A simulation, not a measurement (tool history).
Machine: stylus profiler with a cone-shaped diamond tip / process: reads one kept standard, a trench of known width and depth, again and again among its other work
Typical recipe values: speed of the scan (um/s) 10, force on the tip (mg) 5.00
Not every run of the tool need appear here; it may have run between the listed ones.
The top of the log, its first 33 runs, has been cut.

run,hour,speed of the scan (um/s),force on the tip (mg),depth of the trench (Å),width of the trench's floor (nm)
34,631.7,3,5.00,1022.0,28340
35,654.1,15,3.83,1018.3,28330
36,667.0,36,5.97,1024.5,28290
37,691.2,2,4.20,1019.7,28340
38,708.1,2,4.20,1020.0,28330
39,727.2,9,9.47,1032.2,28250
40,751.7,9,9.47,1032.4,28310
41,771.3,17,9.47,1032.7,28350

Each row is a separate what-if for the run after 41, all from the same tool condition, not one after another. Results?
A,793.9,6,5.00,?,?
B,793.9,2,3.28,?,?
C,793.9,4,6.52,?,?
D,793.9,10,3.27,?,?
E,793.9,10,5.81,?,?

run,depth of the trench (Å),width of the trench's floor (nm)
A,1022.5,28330
B,1017.4,28340
C,1026.0,28330
D,1017.8,28260
E,1024.0,28260
With the hidden condition removed and each run's random variation left untouched, the same runs would have given:
run,depth of the trench (Å),width of the trench's floor (nm)
A,1019.3,28760
B,1014.3,28770
C,1022.8,28760
D,1014.6,28680
E,1020.8,28690
